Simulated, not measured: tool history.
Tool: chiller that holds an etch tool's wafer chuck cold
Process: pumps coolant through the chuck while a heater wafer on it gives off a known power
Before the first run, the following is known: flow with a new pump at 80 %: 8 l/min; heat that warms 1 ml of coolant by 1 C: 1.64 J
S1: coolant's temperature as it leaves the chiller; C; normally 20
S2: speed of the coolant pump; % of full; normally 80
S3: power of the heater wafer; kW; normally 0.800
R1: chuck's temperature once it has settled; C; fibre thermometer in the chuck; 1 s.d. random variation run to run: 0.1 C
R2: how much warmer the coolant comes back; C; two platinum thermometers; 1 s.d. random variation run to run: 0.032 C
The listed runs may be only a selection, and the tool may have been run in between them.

Run 1, day 0.000: usual settings. Result: R1 27.7 C, R2 3.64 C.
Run 2, day 2.283: usual settings. Result: R1 27.7 C, R2 3.65 C.
Run 3, day 4.579: usual settings but S3 0.503 kW. Result: R1 25.0 C, R2 2.33 C.
Run 4, day 6.838: usual settings but S3 0.474 kW. Result: R1 24.5 C, R2 2.18 C.
Run 5, day 9.254: usual settings. Result: R1 27.8 C, R2 3.74 C.
Run 6, day 13.442: usual settings but S3 0.490 kW. Result: R1 24.9 C, R2 2.29 C.
Run 7, day 16.925: usual settings but S3 0.490 kW. Result: R1 25.0 C, R2 2.25 C.
Run 8, day 21.208: usual settings but S3 0.490 kW. Result: R1 24.8 C, R2 2.36 C.
Run 9, day 24.550: usual settings but S3 0.756 kW. Result: R1 27.6 C, R2 3.56 C.
Run 10, day 27.846: usual settings but S3 0.756 kW. Result: R1 27.8 C, R2 3.59 C.
Run 11, day 32.154: usual settings but S2 69 % of full, S3 0.756 kW. Result: R1 28.6 C, R2 4.18 C.
Run 12, day 34.433: usual settings but S2 69 % of full, S3 0.756 kW. Result: R1 28.5 C, R2 4.17 C.
Run 13, day 36.246: usual settings but S3 0.756 kW. Result: R1 27.9 C, R2 3.55 C.
Run 14, day 40.096: usual settings but S3 0.756 kW. Result: R1 27.9 C, R2 3.57 C.
Run 15, day 44.142: usual settings but S3 0.756 kW. Result: R1 28.0 C, R2 3.59 C.
Run 16, day 46.996: usual settings but S3 0.756 kW. Result: R1 27.9 C, R2 3.57 C.
Run 17, day 50.983: usual settings but S3 0.756 kW. Result: R1 27.9 C, R2 3.59 C.
Run 18, day 54.633: usual settings but S1 18 C, S2 83 % of full, S3 0.733 kW. Result: R1 25.6 C, R2 3.43 C.
Run 19, day 58.092: usual settings but S1 11 C, S2 94 % of full. Result: R1 18.7 C, R2 3.22 C.
Run 20, day 60.633: usual settings but S1 10 C, S2 89 % of full, S3 0.845 kW. Result: R1 18.4 C, R2 3.66 C.
At day 63.450: coolant changed, channels flushed.
Run 21, day 64.046: usual settings but S1 10 C, S2 89 % of full, S3 0.845 kW. Result: R1 17.5 C, R2 3.67 C.
Run 22, day 66.017: usual settings but S3 1.073 kW. Result: R1 30.1 C, R2 5.23 C.
Run 23, day 68.392: usual settings but S1 12 C, S3 0.583 kW. Result: R1 17.9 C, R2 2.88 C.
Run 24, day 71.025: usual settings but S1 25 C, S2 62 % of full, S3 0.689 kW. Result: R1 33.0 C, R2 4.40 C.
Run 25, day 74.546: usual settings but S1 25 C, S2 62 % of full, S3 0.689 kW. Result: R1 33.0 C, R2 4.39 C.
Run 26, day 77.567: usual settings but S1 27 C, S2 87 % of full, S3 0.689 kW. Result: R1 33.4 C, R2 3.08 C.
Run 27, day 79.725: usual settings but S1 15 C, S2 77 % of full, S3 0.418 kW. Result: R1 19.3 C, R2 2.14 C.

What will run 28 give?
Run 28, day 82.900: usual settings but S1 15 C, S2 83 % of full, S3 0.418 kW. Result: R1 ?, R2 ?.

R1: 19.4 C
R2: 1.99 C
Were there no unlogged condition in the tool, this run, its random variation unchanged, would have produced R1 18.6 C, R2 1.85 C.

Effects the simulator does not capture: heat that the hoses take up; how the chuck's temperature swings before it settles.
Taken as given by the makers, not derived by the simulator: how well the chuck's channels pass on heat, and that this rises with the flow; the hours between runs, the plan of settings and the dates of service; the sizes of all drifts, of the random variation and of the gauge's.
